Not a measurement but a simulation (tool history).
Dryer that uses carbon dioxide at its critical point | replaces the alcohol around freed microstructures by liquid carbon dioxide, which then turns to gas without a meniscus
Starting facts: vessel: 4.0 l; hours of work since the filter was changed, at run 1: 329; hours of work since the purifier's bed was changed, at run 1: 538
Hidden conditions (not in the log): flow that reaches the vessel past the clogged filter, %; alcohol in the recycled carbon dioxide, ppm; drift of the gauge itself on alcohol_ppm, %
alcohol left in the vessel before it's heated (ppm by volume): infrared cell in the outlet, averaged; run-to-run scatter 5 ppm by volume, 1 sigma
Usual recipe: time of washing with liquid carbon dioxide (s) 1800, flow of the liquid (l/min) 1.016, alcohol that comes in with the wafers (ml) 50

run,day,time of washing with liquid carbon dioxide (s),flow of the liquid (l/min),alcohol that comes in with the wafers (ml),hours of work since the filter was changed,hours of work since the purifier's bed was changed,alcohol left in the vessel before it's heated (ppm by volume)
1,0,1800,1.016,50,329,538,283
2,1.075,1800,1.016,50,341,550,301
3,2.583,1800,1.016,50,357,566,298
4,3.312,1800,1.016,50,365,574,303
5,4.221,1800,1.016,50,375,584,308
6,5.692,1800,1.016,50,391,600,318
7,6.438,1800,1.19,50,399,608,286
8,7.55,1800,1.016,50,411,620,339
9,8.9,1800,1.016,50,426,635,347
10,9.762,1800,1.016,50,435,644,352
11,10.938,1800,1.59,50,448,657,264
# day 11.758: inlet filter changed
12,12.433,1800,1.06,50,7,673,301
13,13.483,1800,1.06,50,19,684,303
14,14.208,1800,1.06,38,27,692,290
15,15.708,1800,1.57,50,43,708,274
# day 16.696: purifier's bed changed
16,16.862,1800,0.88,50,54,2,106
17,18.271,2280,1.58,111,70,17,12
18,19.254,1980,0.83,50,80,28,106
19,20.721,1560,0.83,53,96,44,290
20,22.283,1140,1.016,69,113,61,532
21,23.771,1140,1.016,69,129,77,540
22,24.808,1140,1.016,69,141,88,554

Run 23 is up next; what results do you expect?
23,25.675,1140,1.016,69,150,98,?

Logged for run 23: alcohol left in the vessel before it's heated (ppm by volume) 563.
If the tool had no hidden condition, the same run with the same run-to-run variation would have returned alcohol left in the vessel before it's heated (ppm by volume) 427.

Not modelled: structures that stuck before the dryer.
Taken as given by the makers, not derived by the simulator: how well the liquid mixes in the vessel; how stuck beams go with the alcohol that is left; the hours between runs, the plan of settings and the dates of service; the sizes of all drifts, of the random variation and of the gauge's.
